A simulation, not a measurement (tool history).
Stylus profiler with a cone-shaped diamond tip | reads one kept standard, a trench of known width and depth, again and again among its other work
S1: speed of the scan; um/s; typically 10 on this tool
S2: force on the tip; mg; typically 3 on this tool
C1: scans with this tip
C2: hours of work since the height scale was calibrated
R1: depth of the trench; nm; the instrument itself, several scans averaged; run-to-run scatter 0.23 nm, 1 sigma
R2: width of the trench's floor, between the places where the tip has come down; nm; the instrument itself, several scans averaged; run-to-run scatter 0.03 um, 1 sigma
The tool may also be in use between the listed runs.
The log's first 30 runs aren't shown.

{"run": 31, "day": 14.696, "S1": 20, "S2": 1.06, "C1": 1991, "C2": 208, "R1": 1006.05, "R2": 23110}
{"run": 32, "day": 15.088, "S1": 20, "S2": 4.96, "C1": 2030, "C2": 212, "R1": 1014.87, "R2": 23210}
{"run": 33, "day": 15.75, "S1": 20, "S2": 4.96, "C1": 2096, "C2": 219, "R1": 1014.87, "R2": 23180}
{"run": 34, "day": 16.367, "S1": 20, "S2": 4.96, "C1": 2157, "C2": 225, "R1": 1015.33, "R2": 23140}
{"run": 35, "day": 16.954, "S1": 26, "S2": 2.67, "C1": 2216, "C2": 231, "R1": 1010.62, "R2": 23100}
{"run": 36, "day": 17.6, "S1": 26, "S2": 2.67, "C1": 2279, "C2": 238, "R1": 1010.23, "R2": 23040}
{"run": 37, "day": 18.133, "S1": 2, "S2": 3.65, "C1": 2333, "C2": 244, "R1": 1012.27, "R2": 23200}
{"run": 38, "day": 18.738, "S1": 11, "S2": 1.86, "C1": 2393, "C2": 250, "R1": 1008.7, "R2": 23100}
{"run": 39, "day": 19.075, "S1": 11, "S2": 1.86, "C1": 2426, "C2": 253, "R1": 1008.82, "R2": 23080}
{"run": 40, "day": 19.479, "S1": 11, "S2": 1.86, "C1": 2466, "C2": 258, "R1": 1008.5, "R2": 23040}
{"run": 41, "day": 19.85, "S1": 6, "S2": 1.01, "C1": 2503, "C2": 262, "R1": 1006.19, "R2": 23100}
{"run": 42, "day": 20.192, "S1": 14, "S2": 1.55, "C1": 2537, "C2": 265, "R1": 1007.67, "R2": 23040}
{"run": 43, "day": 20.658, "S1": 23, "S2": 1.87, "C1": 2583, "C2": 270, "R1": 1008.68, "R2": 22900}
{"run": 44, "day": 21.325, "S1": 5, "S2": 2.65, "C1": 2649, "C2": 277, "R1": 1010.41, "R2": 23070}
{"run": 45, "day": 21.8, "S1": 7, "S2": 2.46, "C1": 2697, "C2": 282, "R1": 1010.2, "R2": 22980}
{"run": 46, "day": 22.479, "S1": 2, "S2": 7.05, "C1": 2764, "C2": 289, "R1": 1019.09, "R2": 23090}

Below are 4 alternative next runs, each starting from the tool's condition after run 46. Predict each:
{"run": "A", "day": 22.992, "S1": 13, "S2": 1.59, "C1": 2815, "C2": 294, "R1": "?", "R2": "?"}
{"run": "B", "day": 22.992, "S1": 2, "S2": 6.97, "C1": 2815, "C2": 294, "R1": "?", "R2": "?"}
{"run": "C", "day": 22.992, "S1": 4, "S2": 1.07, "C1": 2815, "C2": 294, "R1": "?", "R2": "?"}
{"run": "D", "day": 22.992, "S1": 3, "S2": 3, "C1": 2815, "C2": 294, "R1": "?", "R2": "?"}

run=A R1=1007.74 R2=22900
run=B R1=1019 R2=23020
run=C R1=1005.93 R2=23020
run=D R1=1011.07 R2=23110
Without the tool's hidden state the same runs would have given:
run=A R1=1006.45 R2=23870
run=B R1=1017.7 R2=23980
run=C R1=1004.65 R2=23980
run=D R1=1009.78 R2=24080

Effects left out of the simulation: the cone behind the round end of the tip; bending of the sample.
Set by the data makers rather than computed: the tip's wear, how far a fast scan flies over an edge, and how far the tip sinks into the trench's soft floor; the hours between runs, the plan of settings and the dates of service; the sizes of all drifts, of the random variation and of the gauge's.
